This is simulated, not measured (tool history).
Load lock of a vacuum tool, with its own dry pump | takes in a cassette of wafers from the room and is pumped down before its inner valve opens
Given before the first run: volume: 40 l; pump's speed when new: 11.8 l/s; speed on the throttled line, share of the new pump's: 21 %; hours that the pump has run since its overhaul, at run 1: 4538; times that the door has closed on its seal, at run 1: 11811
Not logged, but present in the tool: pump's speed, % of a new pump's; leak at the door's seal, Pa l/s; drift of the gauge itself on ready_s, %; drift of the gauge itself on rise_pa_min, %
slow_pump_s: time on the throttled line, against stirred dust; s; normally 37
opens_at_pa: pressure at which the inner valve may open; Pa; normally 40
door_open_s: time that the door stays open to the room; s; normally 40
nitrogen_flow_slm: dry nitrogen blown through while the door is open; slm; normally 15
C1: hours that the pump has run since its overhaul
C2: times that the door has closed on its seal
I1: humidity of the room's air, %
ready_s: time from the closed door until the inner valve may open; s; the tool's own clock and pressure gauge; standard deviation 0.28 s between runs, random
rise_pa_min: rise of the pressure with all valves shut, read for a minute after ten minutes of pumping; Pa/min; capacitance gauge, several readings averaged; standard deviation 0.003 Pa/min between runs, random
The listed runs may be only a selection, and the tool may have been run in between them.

Run 1, hour 0: usual settings; C1 4538; C2 11811; I1 45.5. Result: ready_s 57.4 s, rise_pa_min 0.047 Pa/min.
Run 2, hour 266.1: usual settings; C1 4804; C2 13089; I1 44.8. Result: ready_s 56.7 s, rise_pa_min 0.044 Pa/min.
Run 3, hour 677.2: usual settings; C1 5215; C2 15063; I1 43.1. Result: ready_s 57 s, rise_pa_min 0.04 Pa/min.
Run 4, hour 1064.6: usual settings but nitrogen_flow_slm 5 slm; C1 5603; C2 16924; I1 44.9. Result: ready_s 56.9 s, rise_pa_min 0.06 Pa/min.
Run 5, hour 1336.2: usual settings but nitrogen_flow_slm 5 slm; C1 5874; C2 18228; I1 46.5. Result: ready_s 57.1 s, rise_pa_min 0.06 Pa/min.
Run 6, hour 1624.2: usual settings but nitrogen_flow_slm 5 slm; C1 6162; C2 19611; I1 43.7. Result: ready_s 56.4 s, rise_pa_min 0.059 Pa/min.
Run 7, hour 2136.2: usual settings but nitrogen_flow_slm 5 slm; C1 6674; C2 22070; I1 45.5. Result: ready_s 56.6 s, rise_pa_min 0.07 Pa/min.
Run 8, hour 2449.1: usual settings but nitrogen_flow_slm 5 slm; C1 6987; C2 23573; I1 47.3. Result: ready_s 56.9 s, rise_pa_min 0.068 Pa/min.
Run 9, hour 2924.4: usual settings but nitrogen_flow_slm 5 slm; C1 7463; C2 25856; I1 44.3. Result: ready_s 57.2 s, rise_pa_min 0.069 Pa/min.
Run 10, hour 3198.5: usual settings; C1 7737; C2 27172; I1 46.4. Result: ready_s 57 s, rise_pa_min 0.062 Pa/min.
Run 11, hour 3811.4: usual settings; C1 8350; C2 30116; I1 45.1. Result: ready_s 57.1 s, rise_pa_min 0.072 Pa/min.
Run 12, hour 4409.2: usual settings; C1 8947; C2 32986; I1 46.8. Result: ready_s 57.2 s, rise_pa_min 0.074 Pa/min.
Run 13, hour 4752.5: usual settings; C1 9291; C2 34635; I1 44.9. Result: ready_s 57.3 s, rise_pa_min 0.075 Pa/min.
Run 14, hour 5062.3: usual settings; C1 9600; C2 36123; I1 46.8. Result: ready_s 57.6 s, rise_pa_min 0.074 Pa/min.
Run 15, hour 5487.8: usual settings; C1 10026; C2 38167; I1 41.6. Result: ready_s 57.1 s, rise_pa_min 0.077 Pa/min.
Run 16, hour 5910.8: usual settings; C1 10449; C2 40198; I1 44.1. Result: ready_s 57.3 s, rise_pa_min 0.082 Pa/min.
Run 17, hour 6314: usual settings; C1 10852; C2 42134; I1 45.3. Result: ready_s 57.4 s, rise_pa_min 0.083 Pa/min.
Run 18, hour 6789.3: usual settings but opens_at_pa 29 Pa; C1 11327; C2 44417; I1 49.7. Result: ready_s 58.5 s, rise_pa_min 0.095 Pa/min.
Run 19, hour 7267.8: usual settings but opens_at_pa 29 Pa; C1 11806; C2 46715; I1 43.4. Result: ready_s 58.8 s, rise_pa_min 0.096 Pa/min.
Run 20, hour 7761.3: usual settings but opens_at_pa 29 Pa; C1 12299; C2 49085; I1 47.3. Result: ready_s 59.3 s, rise_pa_min 0.098 Pa/min.
Run 21, hour 8378.3: usual settings but slow_pump_s 31 s, opens_at_pa 42 Pa, door_open_s 124 s; C1 12916; C2 52048; I1 46.6. Result: ready_s 52.8 s, rise_pa_min 0.141 Pa/min.
Run 22, hour 8937.7: usual settings but slow_pump_s 31 s, opens_at_pa 42 Pa, door_open_s 124 s; C1 13476; C2 54735; I1 41.5. Result: ready_s 52.3 s, rise_pa_min 0.138 Pa/min.
Run 23, hour 9499: usual settings but slow_pump_s 54 s, opens_at_pa 37 Pa, door_open_s 124 s, nitrogen_flow_slm 5 slm; C1 14037; C2 57430; I1 45.4. Result: ready_s 71.1 s, rise_pa_min 0.167 Pa/min.
Run 24, hour 9946.4: usual settings but slow_pump_s 61 s, opens_at_pa 36 Pa, nitrogen_flow_slm 5 slm; C1 14485; C2 59579; I1 49.6. Result: ready_s 76.5 s, rise_pa_min 0.141 Pa/min.
Run 25, hour 10230.7: usual settings but slow_pump_s 59 s, opens_at_pa 36 Pa, nitrogen_flow_slm 5 slm; C1 14769; C2 60945; I1 45.8. Result: ready_s 75.8 s, rise_pa_min 0.147 Pa/min.
Run 26, hour 10759.4: usual settings but slow_pump_s 28 s, opens_at_pa 34 Pa, door_open_s 86 s, nitrogen_flow_slm 14 slm; C1 15298; C2 63484; I1 46.1. Result: ready_s 51.1 s, rise_pa_min 0.164 Pa/min.
Run 27, hour 11076.8: usual settings but slow_pump_s 28 s, opens_at_pa 34 Pa, door_open_s 86 s, nitrogen_flow_slm 14 slm; C1 15615; C2 65008; I1 43.5. Result: ready_s 51.1 s, rise_pa_min 0.163 Pa/min.
Run 28, hour 11334: usual settings but slow_pump_s 28 s, opens_at_pa 34 Pa, door_open_s 86 s, nitrogen_flow_slm 14 slm; C1 15872; C2 66243; I1 46.2. Result: ready_s 51.6 s, rise_pa_min 0.169 Pa/min.
Run 29, hour 11687.8: usual settings but slow_pump_s 28 s, opens_at_pa 34 Pa, door_open_s 86 s, nitrogen_flow_slm 14 slm; C1 16226; C2 67942; I1 41.9. Result: ready_s 51.5 s, rise_pa_min 0.173 Pa/min.
Run 30, hour 12240.7: usual settings but slow_pump_s 28 s, opens_at_pa 34 Pa, door_open_s 86 s, nitrogen_flow_slm 14 slm; C1 16779; C2 70597; I1 48.7. Result: ready_s 51.9 s, rise_pa_min 0.186 Pa/min.
Run 31, hour 12634.2: usual settings but opens_at_pa 38 Pa, nitrogen_flow_slm 5 slm; C1 17172; C2 72488; I1 41. Result: ready_s 57.8 s, rise_pa_min 0.172 Pa/min.
At hour 12791.6: door's seal changed, seat wiped.
Run 32, hour 12952.3: usual settings but opens_at_pa 78 Pa, door_open_s 31 s, nitrogen_flow_slm 18 slm; C1 17489; C2 772; I1 45.7. Result: ready_s 55.7 s, rise_pa_min 0.022 Pa/min.

The next listed run, before its measurement:
Run 33, hour 13301.5: usual settings but slow_pump_s 27 s, opens_at_pa 79 Pa, door_open_s 58 s, nitrogen_flow_slm 8 slm; C1 17838; C2 2449; I1 45.8. Result: ready_s ?, rise_pa_min ?.

Run 33 gave ready_s 47.6 s, rise_pa_min 0.042 Pa/min.
Take away the tool's hidden state, keep the run-to-run variation as it was, and the same run would have given ready_s 45.7 s, rise_pa_min 0.042 Pa/min.

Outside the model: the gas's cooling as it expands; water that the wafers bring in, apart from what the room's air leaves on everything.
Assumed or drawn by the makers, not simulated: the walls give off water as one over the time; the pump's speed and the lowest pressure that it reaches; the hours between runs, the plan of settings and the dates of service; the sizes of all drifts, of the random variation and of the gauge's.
